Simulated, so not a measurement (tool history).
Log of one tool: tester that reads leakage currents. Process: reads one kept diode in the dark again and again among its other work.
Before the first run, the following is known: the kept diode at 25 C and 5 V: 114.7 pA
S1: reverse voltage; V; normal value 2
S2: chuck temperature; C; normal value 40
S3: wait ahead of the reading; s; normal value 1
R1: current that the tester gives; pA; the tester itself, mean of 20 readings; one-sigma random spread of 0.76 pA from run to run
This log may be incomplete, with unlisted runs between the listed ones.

run 1 hour=0 | S1=2 S2=40 S3=1 | R1=249.98
run 2 hour=45.8 | S1=2 S2=40 S3=1 | R1=249.9
run 3 hour=123.5 | S1=2 S2=40 S3=1 | R1=250.21
run 4 hour=169.3 | S1=2 S2=40 S3=1 | R1=248.66
run 5 hour=213.8 | S1=2 S2=40 S3=1.48 | R1=248.4
run 6 hour=292.3 | S1=2 S2=40 S3=1.48 | R1=248.11
run 7 hour=362.9 | S1=2 S2=27 S3=1.48 | R1=84.64
run 8 hour=430.9 | S1=2 S2=40 S3=1 | R1=247.12
run 9 hour=477.7 | S1=2 S2=40 S3=1 | R1=245.62
run 10 hour=563.7 | S1=2 S2=40 S3=1 | R1=246.28
run 11 hour=671.7 | S1=2 S2=40 S3=1 | R1=246.53
run 12 hour=745.5 | S1=2 S2=40 S3=6 | R1=243.07
run 13 hour=845.4 | S1=2 S2=40 S3=1 | R1=240.19
run 14 hour=932.2 | S1=2 S2=40 S3=1 | R1=240.93
run 15 hour=1027.4 | S1=2 S2=40 S3=1 | R1=251.56
run 16 hour=1129 | S1=9.59 S2=40 S3=1 | R1=544.26
run 17 hour=1183.9 | S1=13.73 S2=40 S3=1 | R1=655.9
run 18 hour=1260.3 | S1=13.73 S2=40 S3=1 | R1=649.94
run 19 hour=1306.2 | S1=2 S2=40 S3=1 | R1=248.1
run 20 hour=1403.3 | S1=2 S2=40 S3=1 | R1=248.05
run 21 hour=1486.3 | S1=2.89 S2=40 S3=3.17 | R1=296.62
run 22 hour=1578.3 | S1=2.89 S2=40 S3=3.17 | R1=294.85
run 23 hour=1642.9 | S1=1.81 S2=40 S3=1.58 | R1=232.7
run 24 hour=1741.8 | S1=4.62 S2=36 S3=1 | R1=270.39
run 25 hour=1800.6 | S1=4.59 S2=27 S3=2.04 | R1=127.18
run 26 hour=1870 | S1=8.71 S2=27 S3=1.35 | R1=176.76
run 27 hour=1948.9 | S1=8.71 S2=27 S3=1.35 | R1=176.19
run 28 hour=2002.6 | S1=2 S2=44 S3=1 | R1=332.29
run 29 hour=2090.8 | S1=2.29 S2=22 S3=0.39 | R1=59.36
run 30 hour=2135.8 | S1=6.63 S2=40 S3=0.33 | R1=442.35
run 31 hour=2208.1 | S1=6.34 S2=31 S3=0.33 | R1=211.76
run 32 hour=2280.6 | S1=6.34 S2=31 S3=0.33 | R1=211.84
run 33 hour=2344.2 | S1=6.34 S2=31 S3=0.33 | R1=210.41
run 34 hour=2414.9 | S1=6.34 S2=31 S3=0.33 | R1=210.99
run 35 hour=2482.8 | S1=6.34 S2=31 S3=0.33 | R1=208.86
run 36 hour=2530.2 | S1=6.34 S2=31 S3=0.33 | R1=210.13
run 37 hour=2635.2 | S1=1.36 S2=21 S3=2.14 | R1=39.86
run 38 hour=2716.4 | S1=1.28 S2=21 S3=0.9 | R1=38.57
run 39 hour=2824.2 | S1=1.09 S2=42 S3=0.9 | R1=204.7
run 40 hour=2882.8 | S1=1.09 S2=42 S3=0.9 | R1=204.16

Put back what was entered between runs (2 entries, withheld): which listed runs does each sit between, and how does the hidden state differ from the listed run before to the listed run after?
In the gap between runs 12 and 13: chuck's temperature calibrated (hour 755.9)
  stray current of the dirty probe card, pA a volt: 0.185 -> 0.199; current scale over the true one, %: -0.25 -> -0.26; true chuck temperature over the reading, C: -0.51 -> -0.61
  measured less the result without the state, R1: -10.25 -> -12.1 pA
In the gap between runs 14 and 15: chuck's temperature calibrated, once more (hour 993.4)
  stray current of the dirty probe card, pA a volt: 0.212 -> 0.225; current scale over the true one, %: -0.26 -> -0.27; true chuck temperature over the reading, C: -0.65 -> -0.13
  measured less the result without the state, R1: -12.94 -> -2.9 pA

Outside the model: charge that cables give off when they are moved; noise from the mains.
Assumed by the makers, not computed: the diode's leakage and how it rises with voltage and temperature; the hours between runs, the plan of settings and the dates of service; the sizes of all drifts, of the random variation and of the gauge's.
